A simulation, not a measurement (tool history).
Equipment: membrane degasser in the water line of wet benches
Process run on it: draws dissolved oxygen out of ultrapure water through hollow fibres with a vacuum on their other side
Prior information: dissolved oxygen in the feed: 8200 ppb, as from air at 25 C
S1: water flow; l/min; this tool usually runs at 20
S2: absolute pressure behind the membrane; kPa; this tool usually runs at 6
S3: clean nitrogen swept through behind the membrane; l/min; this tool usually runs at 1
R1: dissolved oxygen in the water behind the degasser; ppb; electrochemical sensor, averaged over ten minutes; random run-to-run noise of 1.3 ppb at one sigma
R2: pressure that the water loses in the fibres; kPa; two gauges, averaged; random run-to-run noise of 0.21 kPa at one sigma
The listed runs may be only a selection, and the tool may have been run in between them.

Run 1, day 0: usual settings. Result: R1 138.2 ppb, R2 49.98 kPa.
Run 2, day 4.071: usual settings. Result: R1 139.2 ppb, R2 49.85 kPa.
Run 3, day 7.296: usual settings. Result: R1 139.6 ppb, R2 50.35 kPa.
Run 4, day 11.433: usual settings but S1 15 l/min. Result: R1 105.6 ppb, R2 37.64 kPa.
Run 5, day 14.583: usual settings. Result: R1 140 ppb, R2 50 kPa.
Run 6, day 19.408: usual settings but S1 18 l/min. Result: R1 125.6 ppb, R2 45.38 kPa.
Run 7, day 22.654: usual settings but S1 18 l/min. Result: R1 124.9 ppb, R2 45.42 kPa.
Run 8, day 25.683: usual settings but S1 18 l/min. Result: R1 125.3 ppb, R2 44.98 kPa.
Run 9, day 29.767: usual settings but S1 18 l/min. Result: R1 126.9 ppb, R2 45.29 kPa.
At day 30.662: seals of the vacuum lines changed.
At day 30.962: vacuum gauge calibrated.
Run 10, day 33.004: usual settings. Result: R1 133.1 ppb, R2 50.7 kPa.
Run 11, day 37.154: usual settings but S1 22 l/min. Result: R1 148.2 ppb, R2 55.48 kPa.
Run 12, day 40.054: usual settings but S1 22 l/min. Result: R1 144.7 ppb, R2 54.89 kPa.
Run 13, day 43.717: usual settings. Result: R1 133.8 ppb, R2 50.47 kPa.
Run 14, day 47.388: usual settings. Result: R1 130.9 ppb, R2 50.18 kPa.
Run 15, day 52.117: usual settings. Result: R1 131.5 ppb, R2 50.71 kPa.
Run 16, day 55.562: usual settings but S2 11.86 kPa. Result: R1 381.5 ppb, R2 50.56 kPa.
Run 17, day 59.896: usual settings but S1 22 l/min. Result: R1 144.8 ppb, R2 55.4 kPa.
Run 18, day 63.875: usual settings but S1 22 l/min, S2 9.96 kPa, S3 0.9 l/min. Result: R1 360 ppb, R2 55.54 kPa.
Run 19, day 66.442: usual settings but S1 22 l/min, S2 9.96 kPa, S3 0.9 l/min. Result: R1 357.6 ppb, R2 55.55 kPa.
Run 20, day 70.004: usual settings but S1 22 l/min, S2 9.96 kPa, S3 0.9 l/min. Result: R1 355.3 ppb, R2 55.19 kPa.
Run 21, day 72.412: usual settings but S2 10.04 kPa, S3 0.89 l/min. Result: R1 339.7 ppb, R2 50.16 kPa.
Run 22, day 77.112: usual settings but S1 16 l/min, S2 14.95 kPa, S3 0.95 l/min. Result: R1 435.5 ppb, R2 40.4 kPa.
Run 23, day 79.817: usual settings but S1 19 l/min, S2 4.34 kPa, S3 0.49 l/min. Result: R1 99 ppb, R2 48.03 kPa.
Run 24, day 83.146: usual settings but S1 27 l/min, S2 3.98 kPa, S3 2.01 l/min. Result: R1 47.1 ppb, R2 68.14 kPa.
Run 25, day 86.854: usual settings but S1 27 l/min, S2 3.98 kPa, S3 2.01 l/min. Result: R1 48.7 ppb, R2 68.12 kPa.
Run 26, day 90.858: usual settings but S2 10.06 kPa. Result: R1 308.6 ppb, R2 50.39 kPa.
Run 27, day 95.633: usual settings but S1 18 l/min, S2 4.57 kPa, S3 2.15 l/min. Result: R1 34.5 ppb, R2 45.46 kPa.
Run 28, day 97.8: usual settings but S1 16 l/min, S2 12.29 kPa. Result: R1 330 ppb, R2 40.71 kPa.
Run 29, day 101.496: usual settings but S1 13 l/min, S2 12.83 kPa, S3 0.79 l/min. Result: R1 355.4 ppb, R2 32.64 kPa.
Run 30, day 105.867: usual settings but S1 13 l/min, S2 12.83 kPa, S3 0.79 l/min. Result: R1 355.8 ppb, R2 32.81 kPa.

Hidden state or all else? Some run-to-run changes of R1, split into what the settings, what came in and random variation would give without the hidden state, and what is left for the hidden state (with any gauge scatter that isn't in both results):
Hidden state at play: membrane still open, %; true pressure behind the membrane over the reading, kPa; air that leaks in behind the membrane, l/min; drift of the gauge itself on oxygen_ppb, %; drift of the gauge itself on loss_of_pressure_kpa, %.
Run 9 -> 10: S1 18 -> 20, seals of the vacuum lines changed, vacuum gauge calibrated. R1 +6.2 ppb: hidden state -7.8, all else +14.
Run 22 -> 23: S1 16 -> 19, S2 14.95 -> 4.34, S3 0.95 -> 0.49. R1 -336.5 ppb: hidden state +0.9, all else -337.4.
Run 26 -> 27: S1 20 -> 18, S2 10.06 -> 4.57, S3 1 -> 2.15. R1 -274.1 ppb: hidden state -1.3, all else -272.8.
Run 27 -> 28: S1 18 -> 16, S2 4.57 -> 12.29, S3 2.15 -> 1. R1 +295.5 ppb: hidden state +1.4, all else +294.1.

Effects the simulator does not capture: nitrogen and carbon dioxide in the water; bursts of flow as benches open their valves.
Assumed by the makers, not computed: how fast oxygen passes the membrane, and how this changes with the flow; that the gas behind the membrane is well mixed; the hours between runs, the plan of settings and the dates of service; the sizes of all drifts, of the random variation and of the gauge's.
